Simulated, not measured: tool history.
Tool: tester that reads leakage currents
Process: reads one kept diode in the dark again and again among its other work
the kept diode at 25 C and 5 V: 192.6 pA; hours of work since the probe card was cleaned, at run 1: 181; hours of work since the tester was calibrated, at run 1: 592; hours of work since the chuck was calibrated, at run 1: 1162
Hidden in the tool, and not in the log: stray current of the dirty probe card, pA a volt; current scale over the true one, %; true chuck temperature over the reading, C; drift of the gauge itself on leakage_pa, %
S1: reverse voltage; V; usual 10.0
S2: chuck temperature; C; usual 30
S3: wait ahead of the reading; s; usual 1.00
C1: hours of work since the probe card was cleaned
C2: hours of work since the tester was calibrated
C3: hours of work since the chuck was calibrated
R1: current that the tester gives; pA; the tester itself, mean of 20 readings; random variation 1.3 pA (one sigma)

run 1 hour=0.0 | S1=10.0 S2=30 S3=1.00 | C1=181 C2=592 C3=1162 | R1=385.38
run 2 hour=38.5 | S1=10.0 S2=30 S3=0.34 | C1=209 C2=621 C3=1190 | R1=391.32
run 3 hour=81.7 | S1=10.0 S2=30 S3=0.34 | C1=241 C2=652 C3=1222 | R1=390.74
run 4 hour=132.1 | S1=10.0 S2=30 S3=0.34 | C1=278 C2=689 C3=1259 | R1=390.45
run 5 hour=180.0 | S1=10.0 S2=30 S3=0.34 | C1=314 C2=725 C3=1294 | R1=389.03
run 6 hour=241.4 | S1=10.0 S2=30 S3=0.34 | C1=359 C2=770 C3=1339 | R1=387.57
run 7 hour=269.7 | S1=10.0 S2=30 S3=1.00 | C1=380 C2=791 C3=1360 | R1=381.48
run 8 hour=316.2 | S1=10.0 S2=30 S3=1.00 | C1=414 C2=825 C3=1394 | R1=384.02
run 9 hour=373.3 | S1=10.0 S2=30 S3=0.79 | C1=456 C2=867 C3=1437 | R1=383.54
run 10 hour=410.5 | S1=10.0 S2=30 S3=0.79 | C1=483 C2=894 C3=1464 | R1=382.24
run 11 hour=453.9 | S1=10.0 S2=30 S3=0.79 | C1=515 C2=926 C3=1496 | R1=381.32
-- hour=473.3 chuck's temperature calibrated
run 12 hour=488.5 | S1=2.3 S2=42 S3=1.44 | C1=539 C2=950 C3=11 | R1=438.10
run 13 hour=542.0 | S1=1.2 S2=26 S3=1.26 | C1=578 C2=990 C3=51 | R1=94.41
run 14 hour=576.0 | S1=1.9 S2=27 S3=1.26 | C1=604 C2=1015 C3=76 | R1=132.78
run 15 hour=607.1 | S1=1.9 S2=36 S3=2.30 | C1=626 C2=1037 C3=98 | R1=256.69
run 16 hour=638.2 | S1=1.2 S2=30 S3=8.44 | C1=649 C2=1060 C3=121 | R1=127.84
run 17 hour=671.1 | S1=1.2 S2=30 S3=8.44 | C1=673 C2=1085 C3=146 | R1=127.14
run 18 hour=719.5 | S1=5.3 S2=30 S3=0.44 | C1=709 C2=1120 C3=181 | R1=298.26
run 19 hour=759.6 | S1=2.0 S2=57 S3=0.44 | C1=739 C2=1150 C3=211 | R1=1088.40
run 20 hour=788.4 | S1=2.0 S2=57 S3=0.44 | C1=760 C2=1171 C3=232 | R1=1086.35
run 21 hour=851.2 | S1=7.6 S2=49 S3=1.29 | C1=806 C2=1217 C3=278 | R1=1348.93
run 22 hour=903.7 | S1=14.7 S2=58 S3=0.77 | C1=845 C2=1256 C3=317 | R1=3488.56

How the hidden state differs across the entries between the runs, from the last listed run before each to the first after it:
Between runs 11 and 12: chuck's temperature calibrated (hour 473.3)
  stray current of the dirty probe card, pA a volt: 0.783 -> 0.822; current scale over the true one, %: -0.2 -> -0.21; true chuck temperature over the reading, C: -1.47 -> -0.02
  measured less the result without the state, R1: -36.75 -> +0.29 pA
